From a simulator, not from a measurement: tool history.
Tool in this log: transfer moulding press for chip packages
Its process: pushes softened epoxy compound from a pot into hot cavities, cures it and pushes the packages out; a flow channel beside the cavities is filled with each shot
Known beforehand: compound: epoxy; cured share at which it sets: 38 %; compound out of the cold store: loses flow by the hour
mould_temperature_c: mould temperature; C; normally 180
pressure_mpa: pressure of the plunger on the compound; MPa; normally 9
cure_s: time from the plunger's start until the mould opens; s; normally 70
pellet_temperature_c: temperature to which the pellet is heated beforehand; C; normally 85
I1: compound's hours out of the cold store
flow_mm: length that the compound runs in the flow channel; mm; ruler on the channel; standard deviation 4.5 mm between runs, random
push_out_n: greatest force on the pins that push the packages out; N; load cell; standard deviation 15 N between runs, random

run 1 hour=0 | mould_temperature_c=180 pressure_mpa=9 cure_s=70 pellet_temperature_c=85 | I1=13.5 | flow_mm=637 push_out_n=875
run 2 hour=30.5 | mould_temperature_c=180 pressure_mpa=9 cure_s=70 pellet_temperature_c=85 | I1=13.5 | flow_mm=618 push_out_n=1001
-- hour=49.2 plunger's sealing rings changed
-- hour=53.2 cavities cleaned with cleaning compound and waxed
run 3 hour=72.5 | mould_temperature_c=180 pressure_mpa=9 cure_s=70 pellet_temperature_c=85 | I1=14.3 | flow_mm=660 push_out_n=869
run 4 hour=117.6 | mould_temperature_c=180 pressure_mpa=9 cure_s=70 pellet_temperature_c=85 | I1=29.1 | flow_mm=611 push_out_n=963
-- hour=122 cavities cleaned with cleaning compound and waxed
run 5 hour=173.1 | mould_temperature_c=180 pressure_mpa=9 cure_s=70 pellet_temperature_c=85 | I1=42.8 | flow_mm=578 push_out_n=876
-- hour=191.2 cavities cleaned with cleaning compound and waxed
run 6 hour=214.5 | mould_temperature_c=180 pressure_mpa=9 cure_s=70 pellet_temperature_c=85 | I1=9.8 | flow_mm=652 push_out_n=915
-- hour=262.7 cavities cleaned with cleaning compound and waxed
run 7 hour=267.8 | mould_temperature_c=180 pressure_mpa=9 cure_s=70 pellet_temperature_c=85 | I1=47.2 | flow_mm=555 push_out_n=703
run 8 hour=319.9 | mould_temperature_c=180 pressure_mpa=9 cure_s=70 pellet_temperature_c=85 | I1=19.8 | flow_mm=611 push_out_n=980
-- hour=333.6 cavities cleaned with cleaning compound and waxed
-- hour=341.1 plunger's sealing rings changed
run 9 hour=381 | mould_temperature_c=180 pressure_mpa=9 cure_s=70 pellet_temperature_c=85 | I1=14.8 | flow_mm=655 push_out_n=951
-- hour=405 cavities cleaned with cleaning compound and waxed
run 10 hour=423 | mould_temperature_c=180 pressure_mpa=9 cure_s=70 pellet_temperature_c=85 | I1=14.8 | flow_mm=653 push_out_n=841
run 11 hour=460.1 | mould_temperature_c=180 pressure_mpa=9 cure_s=70 pellet_temperature_c=89 | I1=8.1 | flow_mm=673 push_out_n=989
-- hour=475.6 cavities cleaned with cleaning compound and waxed
run 12 hour=507.6 | mould_temperature_c=180 pressure_mpa=9 cure_s=70 pellet_temperature_c=89 | I1=25.8 | flow_mm=607 push_out_n=872
-- hour=543.9 cavities cleaned with cleaning compound and waxed
run 13 hour=553.8 | mould_temperature_c=180 pressure_mpa=9 cure_s=70 pellet_temperature_c=90 | I1=22.2 | flow_mm=605 push_out_n=783
run 14 hour=579.1 | mould_temperature_c=186 pressure_mpa=9 cure_s=70 pellet_temperature_c=85 | I1=36 | flow_mm=565 push_out_n=608
-- hour=616.6 cavities cleaned with cleaning compound and waxed
-- hour=627.5 plunger's sealing rings changed
run 15 hour=640.7 | mould_temperature_c=186 pressure_mpa=9 cure_s=70 pellet_temperature_c=85 | I1=18.3 | flow_mm=632 push_out_n=609
run 16 hour=666.8 | mould_temperature_c=186 pressure_mpa=8.8 cure_s=84 pellet_temperature_c=85 | I1=14.8 | flow_mm=634 push_out_n=546
-- hour=688.4 cavities cleaned with cleaning compound and waxed
run 17 hour=725.2 | mould_temperature_c=186 pressure_mpa=8.8 cure_s=84 pellet_temperature_c=89 | I1=47.5 | flow_mm=554 push_out_n=531
-- hour=758.7 cavities cleaned with cleaning compound and waxed
run 18 hour=758.7 | mould_temperature_c=173 pressure_mpa=9 cure_s=108 pellet_temperature_c=85 | I1=12.9 | flow_mm=666 push_out_n=491
run 19 hour=806.8 | mould_temperature_c=173 pressure_mpa=9 cure_s=108 pellet_temperature_c=85 | I1=36.6 | flow_mm=602 push_out_n=597
-- hour=828.6 cavities cleaned with cleaning compound and waxed
run 20 hour=858.4 | mould_temperature_c=184 pressure_mpa=7.1 cure_s=70 pellet_temperature_c=88 | I1=17.2 | flow_mm=543 push_out_n=680
-- hour=899.7 cavities cleaned with cleaning compound and waxed
run 21 hour=905.1 | mould_temperature_c=184 pressure_mpa=7.1 cure_s=70 pellet_temperature_c=88 | I1=33.7 | flow_mm=501 push_out_n=565
-- hour=914.8 plunger's sealing rings changed
run 22 hour=938.4 | mould_temperature_c=184 pressure_mpa=7.1 cure_s=70 pellet_temperature_c=88 | I1=20.5 | flow_mm=566 push_out_n=704
-- hour=970.8 cavities cleaned with cleaning compound and waxed
run 23 hour=988.9 | mould_temperature_c=184 pressure_mpa=7.1 cure_s=98 pellet_temperature_c=88 | I1=36 | flow_mm=526 push_out_n=487
run 24 hour=1025.1 | mould_temperature_c=180 pressure_mpa=9 cure_s=83 pellet_temperature_c=85 | I1=23.2 | flow_mm=617 push_out_n=655
-- hour=1041.9 cavities cleaned with cleaning compound and waxed
run 25 hour=1079.9 | mould_temperature_c=180 pressure_mpa=7.13 cure_s=83 pellet_temperature_c=87 | I1=42.6 | flow_mm=512 push_out_n=616
run 26 hour=1107.3 | mould_temperature_c=180 pressure_mpa=7.13 cure_s=66 pellet_temperature_c=78 | I1=13 | flow_mm=569 push_out_n=1254
-- hour=1114.1 cavities cleaned with cleaning compound and waxed
run 27 hour=1154.9 | mould_temperature_c=180 pressure_mpa=7.13 cure_s=66 pellet_temperature_c=78 | I1=24.9 | flow_mm=535 push_out_n=1101

Branching from run 27: 3 alternative next runs. What would each branch give?
-- hour=1183.5 cavities cleaned with cleaning compound and waxed
run A hour=1187.7 | mould_temperature_c=180 pressure_mpa=10.6 cure_s=70 pellet_temperature_c=85 | I1=45 | flow_mm=? push_out_n=?
-- hour=1183.5 cavities cleaned with cleaning compound and waxed
run B hour=1187.7 | mould_temperature_c=179 pressure_mpa=7.13 cure_s=66 pellet_temperature_c=78 | I1=38.4 | flow_mm=? push_out_n=?
-- hour=1183.5 cavities cleaned with cleaning compound and waxed
run C hour=1187.7 | mould_temperature_c=184 pressure_mpa=7.13 cure_s=66 pellet_temperature_c=78 | I1=10 | flow_mm=? push_out_n=?

run=A flow_mm=602 push_out_n=717
run=B flow_mm=508 push_out_n=931
run=C flow_mm=559 push_out_n=729
Without the tool's hidden state the same runs would have given:
run=A flow_mm=639 push_out_n=706
run=B flow_mm=540 push_out_n=919
run=C flow_mm=594 push_out_n=720
